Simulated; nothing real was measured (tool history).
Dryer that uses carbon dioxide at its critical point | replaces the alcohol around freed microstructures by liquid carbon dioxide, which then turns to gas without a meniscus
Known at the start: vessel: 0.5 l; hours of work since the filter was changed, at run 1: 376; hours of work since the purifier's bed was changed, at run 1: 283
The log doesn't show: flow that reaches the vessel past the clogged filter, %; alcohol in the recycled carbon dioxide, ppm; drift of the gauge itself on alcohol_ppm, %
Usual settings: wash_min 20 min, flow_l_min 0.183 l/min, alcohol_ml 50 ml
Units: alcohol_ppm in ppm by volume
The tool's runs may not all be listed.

run   hour  wash_min  flow_l_min  alcohol_ml  hours of work since the filter was changed  hours of work since the purifier's bed was changed  alcohol_ppm
  1    0.0        20       0.183          50                                         376                                                 283          609
  2   13.4        20       0.183          50                                         382                                                 289          591
  3   21.5        20       0.183          50                                         385                                                 292          589
  4   29.1        20       0.183          41                                         388                                                 295          497
  5   41.7        20       0.137          50                                         394                                                 301         2361
  6   59.9        20       0.137          50                                         401                                                 308         2358
  7   78.4        20       0.183          23                                         409                                                 316          301
  8   96.4        20       0.183          50                                         417                                                 324          621
  9  110.1        20       0.183          50                                         423                                                 329          640
 10  127.7        20       0.183          24                                         430                                                 337          315
 11  144.8        20       0.183          52                                         437                                                 344          671
 12  156.8        20       0.183          52                                         442                                                 349          702
 13  170.1        20       0.183          52                                         448                                                 355          682
 14  178.0        20       0.183          52                                         451                                                 358          698
 15  188.4        20       0.183          52                                         455                                                 362          712
 16  207.3        20       0.183          50                                         463                                                 370          709
 17  217.1        20       0.183          50                                         468                                                 374          682
 18  227.8        20       0.183          50                                         472                                                 379          719
 19  239.4        20       0.183          50                                         477                                                 384          690
 20  248.5        20       0.183          50                                         481                                                 388          696
 21  256.1        20       0.183          50                                         484                                                 391          716
 22  268.8        20       0.183          50                                         489                                                 396          721
 23  286.2        20       0.183          50                                         497                                                 403          733
 24  304.5        20       0.183          50                                         504                                                 411          722
 25  320.1        21       0.195          50                                         511                                                 418          411
 26  336.9        20       0.183          40                                         518                                                 425          610
 27  351.9        19       0.291          37                                         524                                                 431           77
 28  364.9        19       0.149          39                                         530                                                 437         1852
 29  377.7        21       0.183          41                                         535                                                 442          515
     389.7  -- inlet filter changed
 30  389.7        23       0.214          50                                           0                                                 447           78
 31  400.9        27       0.269          33                                           5                                                 451           44
 32  415.4        20       0.183          35                                          11                                                 457          268
 33  426.6        22       0.281          43                                          16                                                 462           57
 34  439.9        23       0.183          58                                          21                                                 468          196
 35  457.1        20       0.209          27                                          28                                                 475          116
 36  465.9        20       0.209          27                                          32                                                 479          117
 37  474.7        12       0.183          67                                          36                                                 482         4363
 38  490.1        12       0.183          67                                          42                                                 489         4236
 39  498.4        15       0.183          97                                          46                                                 492         2663
 40  511.5        20       0.183          66                                          51                                                 498          486
 41  527.3        20       0.183          66                                          58                                                 505          479
 42  541.5        20       0.183          89                                          64                                                 510          654
 43  549.8        31       0.183          76                                          67                                                 514           81
 44  562.3        16       0.163          50                                          73                                                 519         1811
 45  574.6        23       0.141          47                                          78                                                 524          706
 46  586.5        23       0.141          47                                          83                                                 529          722
 47  594.9        14       0.253          92                                          86                                                 533          704

3 ways to go on from here, each from the tool as it stands after run 47. What would each give?
  A  613.0        14       0.157          92                                          94                                                 541            ?
  B  613.0        16       0.253          92                                          94                                                 541            ?
  C  613.0        20       0.183          50                                          94                                                 541            ?

run  alcohol_ppm
  A         6365
  B          356
  C          392
Without the tool's hidden state the same runs would have given:
run  alcohol_ppm
  A         5698
  B          253
  C          289
